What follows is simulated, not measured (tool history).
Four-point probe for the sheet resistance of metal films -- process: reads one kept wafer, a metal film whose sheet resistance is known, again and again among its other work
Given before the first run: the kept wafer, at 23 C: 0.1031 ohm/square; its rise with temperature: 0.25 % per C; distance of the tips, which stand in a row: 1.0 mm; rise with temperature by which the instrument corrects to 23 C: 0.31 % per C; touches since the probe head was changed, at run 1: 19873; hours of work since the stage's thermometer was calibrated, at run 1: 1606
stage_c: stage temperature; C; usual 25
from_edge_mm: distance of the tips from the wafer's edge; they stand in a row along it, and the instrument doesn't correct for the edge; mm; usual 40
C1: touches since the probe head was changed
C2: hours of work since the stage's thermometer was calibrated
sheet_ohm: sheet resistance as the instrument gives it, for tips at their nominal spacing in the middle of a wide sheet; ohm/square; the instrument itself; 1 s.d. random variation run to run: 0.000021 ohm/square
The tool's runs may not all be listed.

Run 1, hour 0.0: usual settings; C1 19873; C2 1606. Result: sheet_ohm 0.102851 ohm/square.
Run 2, hour 25.1: usual settings; C1 20595; C2 1617. Result: sheet_ohm 0.102851 ohm/square.
Run 3, hour 45.6: usual settings; C1 21186; C2 1627. Result: sheet_ohm 0.102846 ohm/square.
Run 4, hour 73.1: usual settings; C1 21975; C2 1639. Result: sheet_ohm 0.102904 ohm/square.
Run 5, hour 89.4: usual settings; C1 22446; C2 1647. Result: sheet_ohm 0.102811 ohm/square.
Run 6, hour 106.5: usual settings; C1 22937; C2 1655. Result: sheet_ohm 0.102859 ohm/square.
Run 7, hour 123.7: usual settings; C1 23431; C2 1663. Result: sheet_ohm 0.102814 ohm/square.
Run 8, hour 152.1: usual settings; C1 24247; C2 1676. Result: sheet_ohm 0.102879 ohm/square.
Run 9, hour 166.2: usual settings but stage_c 35 C; C1 24655; C2 1682. Result: sheet_ohm 0.102191 ohm/square.
Run 10, hour 193.9: usual settings but stage_c 24 C; C1 25451; C2 1695. Result: sheet_ohm 0.102994 ohm/square.
Run 11, hour 222.5: usual settings but stage_c 24 C; C1 26273; C2 1708. Result: sheet_ohm 0.102919 ohm/square.
Run 12, hour 241.9: usual settings but stage_c 24 C; C1 26832; C2 1717. Result: sheet_ohm 0.102966 ohm/square.
Run 13, hour 270.5: usual settings but stage_c 24 C; C1 27654; C2 1730. Result: sheet_ohm 0.102923 ohm/square.
Run 14, hour 290.4: usual settings but stage_c 20 C; C1 28226; C2 1739. Result: sheet_ohm 0.103188 ohm/square.
Run 15, hour 317.0: usual settings; C1 28991; C2 1752. Result: sheet_ohm 0.102834 ohm/square.
Run 16, hour 330.9: usual settings; C1 29392; C2 1758. Result: sheet_ohm 0.102852 ohm/square.
Run 17, hour 350.6: usual settings; C1 29959; C2 1767. Result: sheet_ohm 0.102836 ohm/square.
Run 18, hour 381.9: usual settings but from_edge_mm 10 mm; C1 30858; C2 1781. Result: sheet_ohm 0.103361 ohm/square.
Run 19, hour 404.5: usual settings but from_edge_mm 10 mm; C1 31509; C2 1792. Result: sheet_ohm 0.103363 ohm/square.
Run 20, hour 428.0: usual settings but from_edge_mm 10 mm; C1 32185; C2 1803. Result: sheet_ohm 0.103357 ohm/square.
Run 21, hour 445.6: usual settings but stage_c 18 C; C1 32691; C2 1811. Result: sheet_ohm 0.103270 ohm/square.
Run 22, hour 469.8: usual settings but stage_c 24 C, from_edge_mm 27 mm; C1 33387; C2 1822. Result: sheet_ohm 0.102971 ohm/square.
Run 23, hour 490.6: usual settings but stage_c 24 C, from_edge_mm 27 mm; C1 33985; C2 1832. Result: sheet_ohm 0.102969 ohm/square.
Run 24, hour 508.4: usual settings but stage_c 29 C, from_edge_mm 24 mm; C1 34498; C2 1840. Result: sheet_ohm 0.102649 ohm/square.
Run 25, hour 525.2: usual settings but stage_c 19 C, from_edge_mm 57 mm; C1 34979; C2 1847. Result: sheet_ohm 0.103242 ohm/square.
Run 26, hour 553.1: usual settings but stage_c 26 C; C1 35784; C2 1860. Result: sheet_ohm 0.102733 ohm/square.
Run 27, hour 573.7: usual settings but from_edge_mm 69 mm; C1 36375; C2 1870. Result: sheet_ohm 0.102796 ohm/square.
Run 28, hour 603.0: usual settings but from_edge_mm 69 mm; C1 37219; C2 1883. Result: sheet_ohm 0.102795 ohm/square.
Run 29, hour 627.2: usual settings but stage_c 24 C, from_edge_mm 47 mm; C1 37915; C2 1894. Result: sheet_ohm 0.102931 ohm/square.
At hour 642.3: stage's thermometer calibrated.
Run 30, hour 649.7: usual settings but stage_c 23 C; C1 38547; C2 3. Result: sheet_ohm 0.102859 ohm/square.
Run 31, hour 663.5: usual settings but from_edge_mm 7 mm; C1 38944; C2 10. Result: sheet_ohm 0.103798 ohm/square.
Run 32, hour 686.8: usual settings but from_edge_mm 7 mm; C1 39615; C2 20. Result: sheet_ohm 0.103784 ohm/square.
Run 33, hour 709.9: usual settings but stage_c 18 C, from_edge_mm 4 mm; C1 40279; C2 31. Result: sheet_ohm 0.106502 ohm/square.
Run 34, hour 724.9: usual settings but stage_c 19 C, from_edge_mm 54 mm; C1 40710; C2 38. Result: sheet_ohm 0.103099 ohm/square.
Run 35, hour 738.6: usual settings but stage_c 22 C, from_edge_mm 48 mm; C1 41105; C2 44. Result: sheet_ohm 0.102915 ohm/square.
Run 36, hour 753.5: usual settings but stage_c 22 C, from_edge_mm 3 mm; C1 41533; C2 51. Result: sheet_ohm 0.108666 ohm/square.
Run 37, hour 784.6: usual settings but from_edge_mm 19 mm; C1 42427; C2 66. Result: sheet_ohm 0.102857 ohm/square.
Run 38, hour 810.1: usual settings but from_edge_mm 19 mm; C1 43162; C2 77. Result: sheet_ohm 0.102812 ohm/square.
Run 39, hour 840.7: usual settings but stage_c 23 C, from_edge_mm 7 mm; C1 44041; C2 91. Result: sheet_ohm 0.103930 ohm/square.
Run 40, hour 866.9: usual settings but stage_c 23 C, from_edge_mm 7 mm; C1 44794; C2 103. Result: sheet_ohm 0.103936 ohm/square.
Run 41, hour 888.2: usual settings but stage_c 30 C, from_edge_mm 28 mm; C1 45407; C2 113. Result: sheet_ohm 0.102426 ohm/square.

Hidden state or all else? Some run-to-run changes of sheet_ohm, split into what the settings, what came in and random variation would give without the hidden state, and what is left for the hidden state (with any gauge scatter that isn't in both results):
Hidden state at play: inner tips' distance over the nominal, %; tips' flats over new ones', %; wafer's true temperature over the reading, C; drift of the gauge itself on sheet_ohm, %.
Run 29 -> 30: stage_c 24 -> 23, from_edge_mm 47 -> 40, stage's thermometer calibrated. sheet_ohm -0.000072 ohm/square: hidden state -0.000102, all else +0.000030.
Run 33 -> 34: stage_c 18 -> 19, from_edge_mm 4 -> 54. sheet_ohm -0.003403 ohm/square: hidden state +0.000008, all else -0.003411.
Run 35 -> 36: from_edge_mm 48 -> 3. sheet_ohm +0.005751 ohm/square: hidden state -0.000015, all else +0.005766.
Run 36 -> 37: stage_c 22 -> 25, from_edge_mm 3 -> 19. sheet_ohm -0.005809 ohm/square: hidden state +0.000012, all else -0.005821.
